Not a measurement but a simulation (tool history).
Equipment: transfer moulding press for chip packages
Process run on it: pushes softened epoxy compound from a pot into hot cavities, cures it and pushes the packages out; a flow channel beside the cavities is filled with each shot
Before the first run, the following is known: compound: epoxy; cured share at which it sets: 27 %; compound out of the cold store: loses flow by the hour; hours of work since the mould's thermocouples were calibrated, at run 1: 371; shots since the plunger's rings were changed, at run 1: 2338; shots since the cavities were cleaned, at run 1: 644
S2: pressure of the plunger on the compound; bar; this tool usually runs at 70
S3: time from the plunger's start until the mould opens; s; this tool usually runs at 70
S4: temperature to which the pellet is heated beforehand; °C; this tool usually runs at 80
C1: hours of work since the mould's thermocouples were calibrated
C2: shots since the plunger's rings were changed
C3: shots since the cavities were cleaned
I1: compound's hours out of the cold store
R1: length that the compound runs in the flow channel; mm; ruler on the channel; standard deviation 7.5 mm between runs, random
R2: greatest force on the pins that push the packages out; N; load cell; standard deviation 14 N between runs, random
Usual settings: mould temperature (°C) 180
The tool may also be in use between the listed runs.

{"run": 1, "hour": 0.0, "mould temperature (°C)": 180, "S2": 70, "S3": 70, "S4": 80, "C1": 371, "C2": 2338, "C3": 644, "I1": 45.4, "R1": 820, "R2": 1183}
{"hour": 35.7, "done": "cavities cleaned with cleaning compound and waxed"}
{"run": 2, "hour": 58.2, "mould temperature (°C)": 180, "S2": 70, "S3": 70, "S4": 80, "C1": 409, "C2": 3261, "C3": 366, "I1": 20.2, "R1": 904, "R2": 1105}
{"hour": 112.0, "done": "cavities cleaned with cleaning compound and waxed"}
{"run": 3, "hour": 144.3, "mould temperature (°C)": 176, "S2": 70, "S3": 70, "S4": 80, "C1": 465, "C2": 4637, "C3": 525, "I1": 26.3, "R1": 873, "R2": 1738}
{"hour": 182.6, "done": "plunger's sealing rings changed"}
{"hour": 189.1, "done": "cavities cleaned with cleaning compound and waxed"}
{"run": 4, "hour": 231.2, "mould temperature (°C)": 180, "S2": 70, "S3": 64, "S4": 80, "C1": 520, "C2": 767, "C3": 687, "I1": 43.1, "R1": 863, "R2": 1565}
{"hour": 262.1, "done": "cavities cleaned with cleaning compound and waxed"}
{"run": 5, "hour": 290.6, "mould temperature (°C)": 180, "S2": 54.7, "S3": 70, "S4": 80, "C1": 558, "C2": 1708, "C3": 463, "I1": 40.9, "R1": 746, "R2": 1154}
{"run": 6, "hour": 329.0, "mould temperature (°C)": 180, "S2": 54.7, "S3": 70, "S4": 80, "C1": 584, "C2": 2333, "C3": 1088, "I1": 16.9, "R1": 829, "R2": 1475}
{"hour": 338.0, "done": "cavities cleaned with cleaning compound and waxed"}
{"hour": 411.9, "done": "cavities cleaned with cleaning compound and waxed"}
{"run": 7, "hour": 416.2, "mould temperature (°C)": 180, "S2": 54.7, "S3": 70, "S4": 80, "C1": 640, "C2": 3704, "C3": 70, "I1": 27.1, "R1": 767, "R2": 857}
{"run": 8, "hour": 476.5, "mould temperature (°C)": 180, "S2": 75.8, "S3": 70, "S4": 80, "C1": 680, "C2": 4684, "C3": 1050, "I1": 16.2, "R1": 916, "R2": 1448}
{"hour": 485.8, "done": "cavities cleaned with cleaning compound and waxed"}
{"hour": 510.8, "done": "plunger's sealing rings changed"}
{"run": 9, "hour": 551.9, "mould temperature (°C)": 180, "S2": 75.8, "S3": 70, "S4": 80, "C1": 727, "C2": 668, "C3": 1035, "I1": 17.4, "R1": 998, "R2": 1425}
{"hour": 562.2, "done": "cavities cleaned with cleaning compound and waxed"}
{"run": 10, "hour": 594.2, "mould temperature (°C)": 173, "S2": 70, "S3": 70, "S4": 80, "C1": 754, "C2": 1334, "C3": 522, "I1": 8.2, "R1": 1009, "R2": 2122}
{"hour": 630.6, "done": "mould's thermocouples calibrated"}
{"hour": 639.7, "done": "cavities cleaned with cleaning compound and waxed"}
{"run": 11, "hour": 659.5, "mould temperature (°C)": 173, "S2": 70, "S3": 70, "S4": 80, "C1": 18, "C2": 2338, "C3": 322, "I1": 32.5, "R1": 907, "R2": 1770}
{"run": 12, "hour": 698.0, "mould temperature (°C)": 180, "S2": 70, "S3": 70, "S4": 74, "C1": 44, "C2": 2965, "C3": 949, "I1": 28.2, "R1": 875, "R2": 1402}
{"hour": 713.0, "done": "cavities cleaned with cleaning compound and waxed"}
{"run": 13, "hour": 734.9, "mould temperature (°C)": 180, "S2": 70, "S3": 70, "S4": 80, "C1": 67, "C2": 3541, "C3": 357, "I1": 40.5, "R1": 827, "R2": 1092}
{"run": 14, "hour": 775.9, "mould temperature (°C)": 180, "S2": 70, "S3": 80, "S4": 85, "C1": 94, "C2": 4208, "C3": 1024, "I1": 9.2, "R1": 927, "R2": 1034}
{"hour": 784.0, "done": "cavities cleaned with cleaning compound and waxed"}
{"run": 15, "hour": 819.0, "mould temperature (°C)": 187, "S2": 58.9, "S3": 103, "S4": 81, "C1": 122, "C2": 4885, "C3": 570, "I1": 34.9, "R1": 737, "R2": 598}
{"hour": 838.5, "done": "plunger's sealing rings changed"}
{"hour": 858.2, "done": "cavities cleaned with cleaning compound and waxed"}
{"run": 16, "hour": 900.8, "mould temperature (°C)": 185, "S2": 52.4, "S3": 54, "S4": 83, "C1": 174, "C2": 989, "C3": 692, "I1": 20.4, "R1": 786, "R2": 1968}
{"hour": 932.3, "done": "cavities cleaned with cleaning compound and waxed"}
{"run": 17, "hour": 939.8, "mould temperature (°C)": 187, "S2": 54.7, "S3": 73, "S4": 74, "C1": 198, "C2": 1600, "C3": 122, "I1": 33.6, "R1": 749, "R2": 543}
{"hour": 1003.8, "done": "cavities cleaned with cleaning compound and waxed"}
{"run": 18, "hour": 1003.8, "mould temperature (°C)": 187, "S2": 54.7, "S3": 73, "S4": 74, "C1": 240, "C2": 2617, "C3": 0, "I1": 25.2, "R1": 768, "R2": 454}
{"run": 19, "hour": 1059.4, "mould temperature (°C)": 180, "S2": 72.7, "S3": 55, "S4": 80, "C1": 277, "C2": 3522, "C3": 905, "I1": 33.9, "R1": 855, "R2": 2469}
{"hour": 1078.9, "done": "cavities cleaned with cleaning compound and waxed"}
{"run": 20, "hour": 1134.3, "mould temperature (°C)": 180, "S2": 72.7, "S3": 55, "S4": 80, "C1": 325, "C2": 4715, "C3": 901, "I1": 43.1, "R1": 822, "R2": 2344}
{"hour": 1157.7, "done": "cavities cleaned with cleaning compound and waxed"}
{"hour": 1165.5, "done": "plunger's sealing rings changed"}
{"run": 21, "hour": 1210.1, "mould temperature (°C)": 180, "S2": 68.7, "S3": 70, "S4": 80, "C1": 373, "C2": 726, "C3": 812, "I1": 47.4, "R1": 837, "R2": 1331}
{"hour": 1231.2, "done": "cavities cleaned with cleaning compound and waxed"}
{"run": 22, "hour": 1269.3, "mould temperature (°C)": 179, "S2": 80.6, "S3": 70, "S4": 80, "C1": 411, "C2": 1665, "C3": 620, "I1": 48, "R1": 898, "R2": 1339}
{"hour": 1306.6, "done": "cavities cleaned with cleaning compound and waxed"}
{"run": 23, "hour": 1353.1, "mould temperature (°C)": 179, "S2": 63.5, "S3": 70, "S4": 88, "C1": 466, "C2": 3003, "C3": 756, "I1": 40.2, "R1": 802, "R2": 1348}
{"hour": 1380.0, "done": "cavities cleaned with cleaning compound and waxed"}
{"run": 24, "hour": 1438.5, "mould temperature (°C)": 173, "S2": 64.8, "S3": 89, "S4": 86, "C1": 522, "C2": 4370, "C3": 954, "I1": 31.2, "R1": 842, "R2": 1255}
{"hour": 1453.9, "done": "cavities cleaned with cleaning compound and waxed"}
{"run": 25, "hour": 1475.6, "mould temperature (°C)": 173, "S2": 64.8, "S3": 89, "S4": 86, "C1": 545, "C2": 4948, "C3": 353, "I1": 47.1, "R1": 775, "R2": 1019}

For some of the steps in R1 from one run to the next: how much would appear even if the tool had no hidden state, given the settings, what came in and random variation, and how much remains for the hidden state plus any gauge scatter that the measured result and the result without hidden state don't share?
Hidden conditions of the tool in this case: true mould temperature over the reading, C; pressure that reaches the compound, % of what is set; grip of the stained cavities, % over clean ones'; drift of the gauge itself on flow_mm, %; drift of the gauge itself on push_out_n, %.
Run 7 -> 8: S2 54.7 -> 75.8. R1 +149 mm: hidden state -26, all else +175.
Run 8 -> 9: cavities cleaned with cleaning compound and waxed, plunger's sealing rings changed. R1 +82 mm: hidden state +66, all else +16.
Run 14 -> 15: mould temperature (°C) 180 -> 187, S2 70 -> 58.9, S3 80 -> 103, S4 85 -> 81, cavities cleaned with cleaning compound and waxed. R1 -190 mm: hidden state +3, all else -193.
Run 20 -> 21: S2 72.7 -> 68.7, S3 55 -> 70, cavities cleaned with cleaning compound and waxed, plunger's sealing rings changed. R1 +15 mm: hidden state +64, all else -49.

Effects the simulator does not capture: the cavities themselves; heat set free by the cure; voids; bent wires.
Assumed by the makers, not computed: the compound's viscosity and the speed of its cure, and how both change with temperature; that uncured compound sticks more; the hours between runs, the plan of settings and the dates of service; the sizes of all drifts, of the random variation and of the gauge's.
